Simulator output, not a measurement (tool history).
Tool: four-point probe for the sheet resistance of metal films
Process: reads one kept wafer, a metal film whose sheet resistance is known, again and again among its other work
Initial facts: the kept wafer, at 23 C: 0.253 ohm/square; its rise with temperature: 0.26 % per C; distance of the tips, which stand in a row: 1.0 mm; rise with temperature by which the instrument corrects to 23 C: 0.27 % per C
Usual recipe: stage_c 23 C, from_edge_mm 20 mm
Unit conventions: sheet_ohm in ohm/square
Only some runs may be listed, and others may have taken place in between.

run 1 hour=0.0 | stage_c=23 from_edge_mm=20 | sheet_ohm=0.253056
run 2 hour=58.2 | stage_c=23 from_edge_mm=20 | sheet_ohm=0.253101
run 3 hour=100.8 | stage_c=23 from_edge_mm=20 | sheet_ohm=0.253111
run 4 hour=139.8 | stage_c=23 from_edge_mm=7 | sheet_ohm=0.255487
run 5 hour=213.0 | stage_c=23 from_edge_mm=7 | sheet_ohm=0.255566
run 6 hour=261.0 | stage_c=23 from_edge_mm=7 | sheet_ohm=0.255499
run 7 hour=311.2 | stage_c=23 from_edge_mm=19 | sheet_ohm=0.253104
run 8 hour=351.8 | stage_c=23 from_edge_mm=19 | sheet_ohm=0.253191
run 9 hour=404.7 | stage_c=29 from_edge_mm=20 | sheet_ohm=0.252996
run 10 hour=452.1 | stage_c=28 from_edge_mm=14 | sheet_ohm=0.253435
run 11 hour=523.2 | stage_c=28 from_edge_mm=14 | sheet_ohm=0.253393
run 12 hour=559.7 | stage_c=19 from_edge_mm=7 | sheet_ohm=0.255557
run 13 hour=601.3 | stage_c=19 from_edge_mm=7 | sheet_ohm=0.255608
run 14 hour=673.2 | stage_c=20 from_edge_mm=36 | sheet_ohm=0.253065
run 15 hour=739.3 | stage_c=20 from_edge_mm=36 | sheet_ohm=0.253073
run 16 hour=783.2 | stage_c=20 from_edge_mm=36 | sheet_ohm=0.253083
run 17 hour=849.0 | stage_c=18 from_edge_mm=66 | sheet_ohm=0.253027

Below are 3 alternative next runs, each starting from the tool's condition after run 17. Predict each:
run A hour=914.0 | stage_c=21 from_edge_mm=36 | sheet_ohm=?
run B hour=914.0 | stage_c=18 from_edge_mm=59 | sheet_ohm=?
run C hour=914.0 | stage_c=18 from_edge_mm=17 | sheet_ohm=?

run=A sheet_ohm=0.253062
run=B sheet_ohm=0.253078
run=C sheet_ohm=0.253547
Take away the tool's hidden state, keep each run's random variation, and the runs would have read:
run=A sheet_ohm=0.253166
run=B sheet_ohm=0.253184
run=C sheet_ohm=0.253653
